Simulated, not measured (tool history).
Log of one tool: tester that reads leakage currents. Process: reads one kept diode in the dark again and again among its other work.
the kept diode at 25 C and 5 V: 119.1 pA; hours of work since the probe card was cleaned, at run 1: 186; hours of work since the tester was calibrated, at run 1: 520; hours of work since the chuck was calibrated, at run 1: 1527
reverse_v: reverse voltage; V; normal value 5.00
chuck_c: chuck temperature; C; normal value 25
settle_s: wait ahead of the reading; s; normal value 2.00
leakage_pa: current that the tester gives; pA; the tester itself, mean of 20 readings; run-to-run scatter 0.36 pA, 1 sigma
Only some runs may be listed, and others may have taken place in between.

run   hour  reverse_v  chuck_c  settle_s  hours of work since the probe card was cleaned  hours of work since the tester was calibrated  hours of work since the chuck was calibrated  leakage_pa
  1    0.0       5.00       25      2.00                                             186                                            520                                          1527      119.33
  2   27.2       5.00       25      2.00                                             208                                            542                                          1548      120.46
      49.4  -- chuck's temperature calibrated
  3   52.7       5.00       25      2.00                                             226                                            560                                             3      119.27
  4   98.6       5.00       25      2.00                                             263                                            596                                            39      119.42
  5  132.5       5.00       25      2.00                                             289                                            623                                            66      119.69
  6  161.4       5.00       25      2.00                                             312                                            646                                            88      120.09
  7  186.5       5.00       25      4.78                                             332                                            666                                           108      118.88
  8  223.5       5.00       52      2.00                                             361                                            695                                           138     1225.88
  9  261.0       5.00       25      0.80                                             391                                            725                                           167      120.97
 10  290.4       5.00       22      2.00                                             414                                            748                                           190       90.05
 11  316.9       5.00       22      0.55                                             435                                            769                                           211       91.78
 12  343.7       5.00       25      0.40                                             456                                            790                                           233      122.21
 13  380.9       5.00       25      0.40                                             486                                            819                                           262      122.07
 14  401.8       5.00       25      0.40                                             502                                            836                                           279      123.48
 15  442.2       5.00       25      0.40                                             534                                            868                                           310      123.36
 16  471.5       5.00       25      0.40                                             557                                            891                                           334      122.87
 17  517.3       5.00       29      2.00                                             594                                            927                                           370      173.41
 18  553.9       1.94       25      2.00                                             622                                            956                                           399       84.89
 19  590.6       1.94       25      2.00                                             651                                            985                                           428       85.37
 20  629.8       5.00       32      2.00                                             682                                           1016                                           459      227.73
 21  668.2       4.84       50      1.05                                             713                                           1047                                           489     1037.85

Run 22 is up next; what results do you expect?
 22  692.8       4.84       31      0.30                                             732                                           1066                                           508           ?

leakage_pa: 208.47 pA
With no hidden state in the tool, this same run would have given leakage_pa 208.34 pA.
